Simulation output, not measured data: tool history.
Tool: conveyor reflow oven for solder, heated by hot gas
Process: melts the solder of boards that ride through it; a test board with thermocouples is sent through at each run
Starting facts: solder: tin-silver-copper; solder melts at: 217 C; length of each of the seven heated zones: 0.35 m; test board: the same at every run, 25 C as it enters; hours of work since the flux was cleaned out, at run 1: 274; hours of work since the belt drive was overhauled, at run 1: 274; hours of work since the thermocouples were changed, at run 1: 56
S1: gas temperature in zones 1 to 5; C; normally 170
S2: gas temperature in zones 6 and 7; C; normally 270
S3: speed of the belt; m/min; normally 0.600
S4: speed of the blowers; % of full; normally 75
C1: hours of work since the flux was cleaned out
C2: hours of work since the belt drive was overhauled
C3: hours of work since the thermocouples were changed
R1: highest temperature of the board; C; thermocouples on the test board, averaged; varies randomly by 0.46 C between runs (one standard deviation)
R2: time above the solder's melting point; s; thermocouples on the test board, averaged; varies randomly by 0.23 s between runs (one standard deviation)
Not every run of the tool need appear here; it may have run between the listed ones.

{"run": 1, "day": 0.0, "S1": 170, "S2": 270, "S3": 0.6, "S4": 75, "C1": 274, "C2": 274, "C3": 56, "R1": 257.0, "R2": 55.4}
{"run": 2, "day": 0.296, "S1": 170, "S2": 270, "S3": 0.6, "S4": 75, "C1": 279, "C2": 279, "C3": 61, "R1": 256.9, "R2": 55.3}
{"run": 3, "day": 0.908, "S1": 170, "S2": 278, "S3": 0.6, "S4": 75, "C1": 288, "C2": 288, "C3": 70, "R1": 264.2, "R2": 58.7}
{"run": 4, "day": 1.283, "S1": 170, "S2": 270, "S3": 0.6, "S4": 75, "C1": 293, "C2": 293, "C3": 75, "R1": 257.2, "R2": 54.5}
{"run": 5, "day": 1.542, "S1": 170, "S2": 270, "S3": 0.6, "S4": 75, "C1": 297, "C2": 297, "C3": 79, "R1": 256.7, "R2": 55.0}
{"run": 6, "day": 1.8, "S1": 170, "S2": 270, "S3": 0.6, "S4": 75, "C1": 301, "C2": 301, "C3": 83, "R1": 256.6, "R2": 55.0}
{"run": 7, "day": 2.288, "S1": 170, "S2": 270, "S3": 0.6, "S4": 75, "C1": 308, "C2": 308, "C3": 90, "R1": 257.4, "R2": 55.2}
{"run": 8, "day": 2.896, "S1": 170, "S2": 270, "S3": 0.6, "S4": 75, "C1": 317, "C2": 317, "C3": 99, "R1": 256.6, "R2": 55.0}
{"run": 9, "day": 3.45, "S1": 170, "S2": 270, "S3": 0.6, "S4": 75, "C1": 326, "C2": 326, "C3": 107, "R1": 256.3, "R2": 54.8}
{"run": 10, "day": 4.038, "S1": 170, "S2": 270, "S3": 0.6, "S4": 75, "C1": 334, "C2": 334, "C3": 116, "R1": 256.7, "R2": 55.1}
{"run": 11, "day": 4.654, "S1": 170, "S2": 270, "S3": 0.6, "S4": 75, "C1": 343, "C2": 343, "C3": 125, "R1": 256.4, "R2": 54.9}
{"run": 12, "day": 5.167, "S1": 170, "S2": 270, "S3": 0.6, "S4": 75, "C1": 351, "C2": 351, "C3": 133, "R1": 255.9, "R2": 55.1}
{"run": 13, "day": 5.588, "S1": 170, "S2": 270, "S3": 0.6, "S4": 75, "C1": 357, "C2": 357, "C3": 139, "R1": 256.7, "R2": 54.9}
{"run": 14, "day": 5.9, "S1": 170, "S2": 270, "S3": 0.6, "S4": 75, "C1": 362, "C2": 362, "C3": 144, "R1": 257.0, "R2": 55.1}
{"run": 15, "day": 6.446, "S1": 159, "S2": 279, "S3": 0.6, "S4": 53, "C1": 370, "C2": 370, "C3": 152, "R1": 256.5, "R2": 50.8}
{"run": 16, "day": 6.962, "S1": 159, "S2": 279, "S3": 0.492, "S4": 76, "C1": 378, "C2": 378, "C3": 160, "R1": 268.6, "R2": 72.3}
{"run": 17, "day": 7.233, "S1": 159, "S2": 279, "S3": 0.492, "S4": 76, "C1": 382, "C2": 382, "C3": 163, "R1": 269.6, "R2": 72.0}
{"run": 18, "day": 7.596, "S1": 174, "S2": 274, "S3": 0.518, "S4": 56, "C1": 387, "C2": 387, "C3": 169, "R1": 259.7, "R2": 67.4}
{"run": 19, "day": 7.958, "S1": 170, "S2": 285, "S3": 0.552, "S4": 55, "C1": 392, "C2": 392, "C3": 174, "R1": 267.2, "R2": 65.8}
{"run": 20, "day": 8.292, "S1": 170, "S2": 285, "S3": 0.552, "S4": 55, "C1": 397, "C2": 397, "C3": 179, "R1": 268.2, "R2": 65.6}
{"run": 21, "day": 8.912, "S1": 170, "S2": 285, "S3": 0.552, "S4": 55, "C1": 407, "C2": 407, "C3": 188, "R1": 266.9, "R2": 65.5}
{"run": 22, "day": 9.221, "S1": 170, "S2": 285, "S3": 0.552, "S4": 80, "C1": 411, "C2": 411, "C3": 193, "R1": 272.8, "R2": 68.8}
{"run": 23, "day": 9.771, "S1": 183, "S2": 271, "S3": 0.552, "S4": 80, "C1": 419, "C2": 419, "C3": 201, "R1": 261.8, "R2": 67.1}
{"run": 24, "day": 10.292, "S1": 170, "S2": 270, "S3": 0.6, "S4": 59, "C1": 427, "C2": 427, "C3": 209, "R1": 252.0, "R2": 51.3}
{"day": 10.812, "done": "flux residue cleaned out of gas plates and filters"}
{"run": 25, "day": 10.888, "S1": 170, "S2": 270, "S3": 0.6, "S4": 59, "C1": 1, "C2": 433, "C3": 215, "R1": 254.8, "R2": 54.0}
{"run": 26, "day": 11.483, "S1": 178, "S2": 272, "S3": 0.603, "S4": 64, "C1": 10, "C2": 442, "C3": 223, "R1": 259.3, "R2": 58.4}
{"run": 27, "day": 11.938, "S1": 182, "S2": 279, "S3": 0.707, "S4": 63, "C1": 17, "C2": 448, "C3": 230, "R1": 261.2, "R2": 51.1}
{"run": 28, "day": 12.35, "S1": 170, "S2": 270, "S3": 0.494, "S4": 88, "C1": 23, "C2": 454, "C3": 236, "R1": 264.3, "R2": 74.5}

Branching from run 28: 4 alternative next runs. What would each branch give?
{"run": "A", "day": 12.833, "S1": 170, "S2": 270, "S3": 0.494, "S4": 58, "C1": 30, "C2": 462, "C3": 243, "R1": "?", "R2": "?"}
{"run": "B", "day": 12.833, "S1": 175, "S2": 270, "S3": 0.574, "S4": 55, "C1": 30, "C2": 462, "C3": 243, "R1": "?", "R2": "?"}
{"run": "C", "day": 12.833, "S1": 170, "S2": 258, "S3": 0.494, "S4": 52, "C1": 30, "C2": 462, "C3": 243, "R1": "?", "R2": "?"}
{"run": "D", "day": 12.833, "S1": 170, "S2": 270, "S3": 0.6, "S4": 77, "C1": 30, "C2": 462, "C3": 243, "R1": "?", "R2": "?"}

run=A R1=259.6 R2=70.4
run=B R1=254.9 R2=58.2
run=C R1=247.5 R2=60.8
run=D R1=259.6 R2=57.3
Had the tool no hidden state, the same runs would have come out as:
run=A R1=260.0 R2=70.0
run=B R1=255.3 R2=57.9
run=C R1=247.9 R2=60.6
run=D R1=260.1 R2=57.0
